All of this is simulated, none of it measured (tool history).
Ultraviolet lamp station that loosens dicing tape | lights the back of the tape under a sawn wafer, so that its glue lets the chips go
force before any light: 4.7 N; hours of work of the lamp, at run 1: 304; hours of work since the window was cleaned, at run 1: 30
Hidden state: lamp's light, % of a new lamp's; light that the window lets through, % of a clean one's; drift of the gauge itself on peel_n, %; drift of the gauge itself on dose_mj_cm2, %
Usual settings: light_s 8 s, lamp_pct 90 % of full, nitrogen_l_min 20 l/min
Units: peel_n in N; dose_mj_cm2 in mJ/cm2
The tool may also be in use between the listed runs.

run,hour,light_s,lamp_pct,nitrogen_l_min,hours of work of the lamp,hours of work since the window was cleaned,peel_n,dose_mj_cm2
1,0,8,90,20,304,30,0.487,585
2,7,8,90,20,309,35,0.5,589
3,17.6,7,90,20,316,42,0.601,516
4,25.5,8,80,20,322,48,0.594,516
5,33,16,90,20,327,53,0.222,1175
6,39.2,16,90,20,331,57,0.228,1182
7,43.8,16,90,20,335,60,0.219,1176
8,50.6,8,91,20,339,65,0.498,596
9,57,8,90,20,344,69,0.51,592
10,66.1,8,90,20,350,76,0.506,588
11,71.1,8,90,20,354,79,0.515,583
12,76,8,90,20,357,83,0.507,594
13,86.8,8,90,20,364,90,0.511,581
14,98,8,64,20,372,98,0.885,417
15,105.3,8,64,20,377,103,0.854,420
16,116.2,8,90,30,385,111,0.457,590
17,125.6,8,90,39,391,117,0.429,586
18,131.2,8,97,8,395,121,0.615,634
19,136.1,8,97,8,399,125,0.616,630
20,145,8,97,8,405,131,0.609,632
21,150.9,8,97,8,409,135,0.636,639
22,162.3,8,97,8,417,143,0.609,629
23,167.3,8,97,8,420,146,0.631,633
24,173.5,8,64,16,425,151,0.912,417
25,184.5,15,90,20,432,158,0.234,1100
26,191.9,15,90,20,438,163,0.242,1101
27,202.8,5,88,25,445,171,0.983,355
28,214.1,5,88,25,453,179,0.995,357
29,225.5,8,89,24,461,187,0.484,586
30,231.6,8,89,24,465,191,0.475,579
31,238,14,90,32,470,195,0.232,1024
32,249.2,14,90,32,477,203,0.225,1027
33,253.9,14,90,32,481,206,0.225,1026
34,263.9,14,90,10,488,213,0.285,1031

Forecast each of these 4 alternatives for the next run:
A,274.9,12,91,20,495,221,?,?
B,274.9,5,90,14,495,221,?,?
C,274.9,5,66,34,495,221,?,?
D,274.9,8,67,14,495,221,?,?

run,peel_n,dose_mj_cm2
A,0.273,899
B,1.137,364
C,1.385,266
D,0.9,438
Without the tool's hidden state the same runs would have given:
run,peel_n,dose_mj_cm2
A,0.273,901
B,1.134,365
C,1.382,267
D,0.897,439
